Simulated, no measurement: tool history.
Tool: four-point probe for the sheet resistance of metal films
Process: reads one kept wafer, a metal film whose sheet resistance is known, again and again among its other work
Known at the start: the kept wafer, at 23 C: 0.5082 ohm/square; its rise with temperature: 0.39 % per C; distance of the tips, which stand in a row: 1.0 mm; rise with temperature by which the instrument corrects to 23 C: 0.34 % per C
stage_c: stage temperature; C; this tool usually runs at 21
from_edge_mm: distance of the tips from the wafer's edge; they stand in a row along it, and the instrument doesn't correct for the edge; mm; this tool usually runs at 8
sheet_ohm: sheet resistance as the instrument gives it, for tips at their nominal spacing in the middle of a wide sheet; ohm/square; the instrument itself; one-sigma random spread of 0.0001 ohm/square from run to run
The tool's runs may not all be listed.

run	day	stage_c	from_edge_mm	sheet_ohm
1	0	21	8	0.511706
2	0.825	21	8	0.511569
3	1.246	21	8	0.511631
4	1.829	21	8	0.511392
5	2.538	21	8	0.511581
6	3.383	21	8	0.511432
7	4.317	21	8	0.511577
8	5.179	18	8	0.510773
9	5.996	18	8	0.510942
10	6.642	18	8	0.510716
11	7.367	18	8	0.510804
12	8.233	18	8	0.510635
13	9.092	21	42	0.507481
14	9.712	25	5	0.518916
15	10.758	25	5	0.51895
16	11.642	25	7	0.513702
17	12.433	20	7	0.512426
18	12.896	24	7	0.513491
19	13.371	24	7	0.513387
20	14.004	29	4	0.525582
21	15.046	29	4	0.525515
22	15.762	29	4	0.525697
23	16.588	34	5	0.521025
24	17.262	20	56	0.506844

5 options for the next run, each taken on its own from the tool as it stands now. Forecast them:
A	17.775	24	53	?
B	17.775	19	7	?
C	17.775	22	18	?
D	17.775	23	17	?
E	17.775	21	38	?

run	sheet_ohm
A	0.507778
B	0.511879
C	0.508153
D	0.50864
E	0.50717
Without the tool's hidden state the same runs would have given:
run	sheet_ohm
A	0.508496
B	0.512592
C	0.508867
D	0.509356
E	0.507881
